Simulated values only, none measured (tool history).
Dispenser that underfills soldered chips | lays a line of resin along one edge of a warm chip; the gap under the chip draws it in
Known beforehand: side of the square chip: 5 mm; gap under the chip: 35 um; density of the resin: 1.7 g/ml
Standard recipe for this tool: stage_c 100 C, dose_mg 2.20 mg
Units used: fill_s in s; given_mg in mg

run,hour,stage_c,dose_mg,fill_s,given_mg
1,0.0,100,2.20,38.7,2.14
2,4.0,100,2.20,47.6,2.21
# hour 9.8: new syringe of resin
3,9.8,100,2.20,34.2,2.18
4,15.0,100,2.20,44.0,2.19
# hour 22.3: new syringe of resin
5,22.5,100,2.20,34.0,2.15
6,29.3,100,2.20,49.6,2.15
# hour 34.6: new syringe of resin
7,35.6,100,2.05,36.0,2.03
8,38.5,100,2.05,42.0,2.00
9,42.5,100,2.05,52.4,2.02
# hour 46.8: new syringe of resin
10,48.1,88,2.05,50.8,2.00
11,54.4,88,2.05,72.0,1.93
# hour 59.4: new syringe of resin
12,59.8,100,2.69,33.7,2.60
13,65.9,100,2.78,47.8,2.65
14,70.4,100,2.20,62.9,2.05
# hour 71.6: new syringe of resin
15,76.1,100,2.20,42.6,2.13
16,80.0,100,2.20,52.6,2.06
# hour 84.0: new syringe of resin
17,86.7,100,2.20,39.0,2.03
18,89.6,100,2.20,46.4,2.09
19,93.1,100,2.20,55.9,2.09
# hour 96.2: new syringe of resin
20,100.6,100,2.20,42.6,2.00
21,104.3,95,2.01,60.8,1.88
22,107.8,98,2.50,63.1,2.30
# hour 108.8: new syringe of resin
23,111.9,113,2.06,29.0,1.90
24,117.1,114,2.23,37.0,2.03
# hour 121.0: new syringe of resin
25,123.7,87,2.23,56.1,2.02
26,130.0,93,2.20,66.3,2.01
# hour 133.8: new syringe of resin
27,136.5,88,2.68,53.3,2.41
28,142.7,89,2.06,76.3,1.79
# hour 146.0: new syringe of resin
29,147.5,98,2.64,38.4,2.40
30,151.5,86,2.03,70.8,1.75
31,154.9,86,2.03,85.4,1.86
# hour 158.4: new syringe of resin
32,160.8,86,2.66,55.4,2.31
# hour 162.8: dispensing valve cleaned and set on the balance
33,167.6,107,2.01,43.4,2.02
# hour 171.7: new syringe of resin
34,174.1,113,2.01,27.0,2.01
35,179.2,113,2.01,36.0,1.98
# hour 183.9: new syringe of resin
36,184.5,113,2.01,25.2,1.93
37,189.5,102,2.63,42.2,2.57

Alternative continuations, all from the tool just after run 37; predict every row:
A,194.1,90,2.44,?,?
B,194.1,100,1.92,?,?
C,194.1,100,2.72,?,?

run,fill_s,given_mg
A,74.7,2.42
B,59.9,1.94
C,57.2,2.65
Without the tool's unlogged condition, the same runs would have read:
run,fill_s,given_mg
A,43.4,2.47
B,34.7,1.98
C,33.3,2.70
